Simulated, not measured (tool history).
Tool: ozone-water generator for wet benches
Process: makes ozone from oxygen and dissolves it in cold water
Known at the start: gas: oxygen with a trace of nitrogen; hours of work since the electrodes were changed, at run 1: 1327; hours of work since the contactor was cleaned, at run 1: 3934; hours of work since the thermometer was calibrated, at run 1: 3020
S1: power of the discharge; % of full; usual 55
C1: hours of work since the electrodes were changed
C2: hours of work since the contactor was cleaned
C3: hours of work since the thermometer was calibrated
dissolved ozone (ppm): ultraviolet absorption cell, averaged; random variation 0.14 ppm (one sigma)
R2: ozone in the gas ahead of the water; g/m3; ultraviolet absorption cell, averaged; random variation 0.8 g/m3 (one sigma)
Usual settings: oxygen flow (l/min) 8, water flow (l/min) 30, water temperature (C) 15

run 1 hour=0 | S1=55 oxygen_flow_(l/min)=8 water_flow_(l/min)=30 water_temperature_(C)=15 | C1=1327 C2=3934 C3=3020 | dissolved_ozone_(ppm)=15.5 R2=125.4
run 2 hour=43.2 | S1=55 oxygen_flow_(l/min)=8 water_flow_(l/min)=30 water_temperature_(C)=15 | C1=1368 C2=3974 C3=3061 | dissolved_ozone_(ppm)=15.5 R2=125.4
run 3 hour=78.5 | S1=55 oxygen_flow_(l/min)=8 water_flow_(l/min)=30 water_temperature_(C)=15 | C1=1401 C2=4007 C3=3094 | dissolved_ozone_(ppm)=15.1 R2=126.2
run 4 hour=103.2 | S1=65 oxygen_flow_(l/min)=8 water_flow_(l/min)=30 water_temperature_(C)=15 | C1=1424 C2=4030 C3=3117 | dissolved_ozone_(ppm)=17.3 R2=141.1
run 5 hour=144.2 | S1=55 oxygen_flow_(l/min)=8 water_flow_(l/min)=30 water_temperature_(C)=15 | C1=1462 C2=4069 C3=3155 | dissolved_ozone_(ppm)=15.7 R2=125.6
run 6 hour=187.7 | S1=55 oxygen_flow_(l/min)=8 water_flow_(l/min)=30 water_temperature_(C)=15 | C1=1503 C2=4109 C3=3196 | dissolved_ozone_(ppm)=15.5 R2=125.2
run 7 hour=232.8 | S1=58 oxygen_flow_(l/min)=8 water_flow_(l/min)=30 water_temperature_(C)=15 | C1=1545 C2=4152 C3=3238 | dissolved_ozone_(ppm)=16 R2=130.5
run 8 hour=277.4 | S1=58 oxygen_flow_(l/min)=8 water_flow_(l/min)=30 water_temperature_(C)=15 | C1=1587 C2=4193 C3=3280 | dissolved_ozone_(ppm)=16 R2=129.5
run 9 hour=321.9 | S1=58 oxygen_flow_(l/min)=8 water_flow_(l/min)=30 water_temperature_(C)=15 | C1=1628 C2=4235 C3=3322 | dissolved_ozone_(ppm)=16.2 R2=131.1
run 10 hour=348.6 | S1=58 oxygen_flow_(l/min)=8 water_flow_(l/min)=30 water_temperature_(C)=15 | C1=1653 C2=4260 C3=3347 | dissolved_ozone_(ppm)=16.1 R2=129.5
run 11 hour=373.9 | S1=58 oxygen_flow_(l/min)=8 water_flow_(l/min)=30 water_temperature_(C)=15 | C1=1677 C2=4284 C3=3370 | dissolved_ozone_(ppm)=16.4 R2=131.4
run 12 hour=394.5 | S1=58 oxygen_flow_(l/min)=8 water_flow_(l/min)=30 water_temperature_(C)=15 | C1=1696 C2=4303 C3=3390 | dissolved_ozone_(ppm)=16.3 R2=130.1
run 13 hour=430.3 | S1=58 oxygen_flow_(l/min)=8 water_flow_(l/min)=30 water_temperature_(C)=15 | C1=1730 C2=4336 C3=3423 | dissolved_ozone_(ppm)=16.2 R2=130.3
run 14 hour=458.5 | S1=55 oxygen_flow_(l/min)=8 water_flow_(l/min)=30 water_temperature_(C)=15 | C1=1756 C2=4363 C3=3450 | dissolved_ozone_(ppm)=15.7 R2=125.5
run 15 hour=492.6 | S1=55 oxygen_flow_(l/min)=8 water_flow_(l/min)=30 water_temperature_(C)=15 | C1=1788 C2=4395 C3=3481 | dissolved_ozone_(ppm)=15.3 R2=125.5
run 16 hour=511.4 | S1=55 oxygen_flow_(l/min)=8 water_flow_(l/min)=30 water_temperature_(C)=15 | C1=1806 C2=4412 C3=3499 | dissolved_ozone_(ppm)=15.5 R2=124.4
run 17 hour=541.4 | S1=75 oxygen_flow_(l/min)=11.56 water_flow_(l/min)=20 water_temperature_(C)=19 | C1=1834 C2=4440 C3=3527 | dissolved_ozone_(ppm)=22.7 R2=126.8
run 18 hour=559.9 | S1=75 oxygen_flow_(l/min)=11.56 water_flow_(l/min)=20 water_temperature_(C)=19 | C1=1851 C2=4458 C3=3544 | dissolved_ozone_(ppm)=22.5 R2=124.9
run 19 hour=593.8 | S1=57 oxygen_flow_(l/min)=13.31 water_flow_(l/min)=25 water_temperature_(C)=13 | C1=1883 C2=4489 C3=3576 | dissolved_ozone_(ppm)=18.1 R2=96.3
run 20 hour=627.3 | S1=57 oxygen_flow_(l/min)=13.31 water_flow_(l/min)=25 water_temperature_(C)=13 | C1=1914 C2=4521 C3=3607 | dissolved_ozone_(ppm)=18 R2=96
run 21 hour=659.2 | S1=57 oxygen_flow_(l/min)=13.31 water_flow_(l/min)=25 water_temperature_(C)=13 | C1=1944 C2=4551 C3=3637 | dissolved_ozone_(ppm)=17.8 R2=95.6
run 22 hour=702.2 | S1=57 oxygen_flow_(l/min)=13.31 water_flow_(l/min)=25 water_temperature_(C)=13 | C1=1984 C2=4591 C3=3678 | dissolved_ozone_(ppm)=17.8 R2=95.1
run 23 hour=723.7 | S1=76 oxygen_flow_(l/min)=8.65 water_flow_(l/min)=25 water_temperature_(C)=12 | C1=2004 C2=4611 C3=3698 | dissolved_ozone_(ppm)=23.3 R2=150.3
run 24 hour=764.5 | S1=76 oxygen_flow_(l/min)=8.65 water_flow_(l/min)=25 water_temperature_(C)=12 | C1=2043 C2=4649 C3=3736 | dissolved_ozone_(ppm)=23.2 R2=150.3
run 25 hour=786.8 | S1=55 oxygen_flow_(l/min)=9.74 water_flow_(l/min)=30 water_temperature_(C)=15 | C1=2063 C2=4670 C3=3757 | dissolved_ozone_(ppm)=15.3 R2=112.4
run 26 hour=828.4 | S1=58 oxygen_flow_(l/min)=4.73 water_flow_(l/min)=23 water_temperature_(C)=17 | C1=2102 C2=4709 C3=3796 | dissolved_ozone_(ppm)=19.5 R2=177.4
run 27 hour=873.2 | S1=51 oxygen_flow_(l/min)=8 water_flow_(l/min)=30 water_temperature_(C)=18 | C1=2144 C2=4751 C3=3838 | dissolved_ozone_(ppm)=14.1 R2=117.7
run 28 hour=904.9 | S1=76 oxygen_flow_(l/min)=8 water_flow_(l/min)=30 water_temperature_(C)=18 | C1=2174 C2=4781 C3=3867 | dissolved_ozone_(ppm)=18.4 R2=155.9
run 29 hour=928.3 | S1=76 oxygen_flow_(l/min)=8 water_flow_(l/min)=30 water_temperature_(C)=18 | C1=2196 C2=4802 C3=3889 | dissolved_ozone_(ppm)=18.5 R2=156.5
run 30 hour=950.8 | S1=55 oxygen_flow_(l/min)=8.11 water_flow_(l/min)=30 water_temperature_(C)=17 | C1=2217 C2=4823 C3=3910 | dissolved_ozone_(ppm)=14.9 R2=123.1
run 31 hour=994.4 | S1=55 oxygen_flow_(l/min)=8.11 water_flow_(l/min)=30 water_temperature_(C)=17 | C1=2258 C2=4864 C3=3951 | dissolved_ozone_(ppm)=14.9 R2=123.5
run 32 hour=1017.5 | S1=55 oxygen_flow_(l/min)=10.69 water_flow_(l/min)=30 water_temperature_(C)=9 | C1=2279 C2=4886 C3=3973 | dissolved_ozone_(ppm)=16.8 R2=104.8

Forecast each of these 5 alternatives for the next run:
run A hour=1054.4 | S1=48 oxygen_flow_(l/min)=8 water_flow_(l/min)=45 water_temperature_(C)=15 | C1=2314 C2=4920 C3=4007 | dissolved_ozone_(ppm)=? R2=?
run B hour=1054.4 | S1=55 oxygen_flow_(l/min)=10.69 water_flow_(l/min)=30 water_temperature_(C)=13 | C1=2314 C2=4920 C3=4007 | dissolved_ozone_(ppm)=? R2=?
run C hour=1054.4 | S1=55 oxygen_flow_(l/min)=6.79 water_flow_(l/min)=21 water_temperature_(C)=10 | C1=2314 C2=4920 C3=4007 | dissolved_ozone_(ppm)=? R2=?
run D hour=1054.4 | S1=63 oxygen_flow_(l/min)=8 water_flow_(l/min)=30 water_temperature_(C)=9 | C1=2314 C2=4920 C3=4007 | dissolved_ozone_(ppm)=? R2=?
run E hour=1054.4 | S1=55 oxygen_flow_(l/min)=10.4 water_flow_(l/min)=30 water_temperature_(C)=15 | C1=2314 C2=4920 C3=4007 | dissolved_ozone_(ppm)=? R2=?

run=A dissolved_ozone_(ppm)=9.4 R2=113.8
run=B dissolved_ozone_(ppm)=15.9 R2=105.8
run=C dissolved_ozone_(ppm)=22.1 R2=136.8
run=D dissolved_ozone_(ppm)=18.3 R2=138.1
run=E dissolved_ozone_(ppm)=15.1 R2=105.7
Without the tool's hidden state the same runs would have given:
run=A dissolved_ozone_(ppm)=9.5 R2=113.9
run=B dissolved_ozone_(ppm)=15.9 R2=105.8
run=C dissolved_ozone_(ppm)=22.1 R2=136.8
run=D dissolved_ozone_(ppm)=18.4 R2=138.2
run=E dissolved_ozone_(ppm)=15.2 R2=105.7
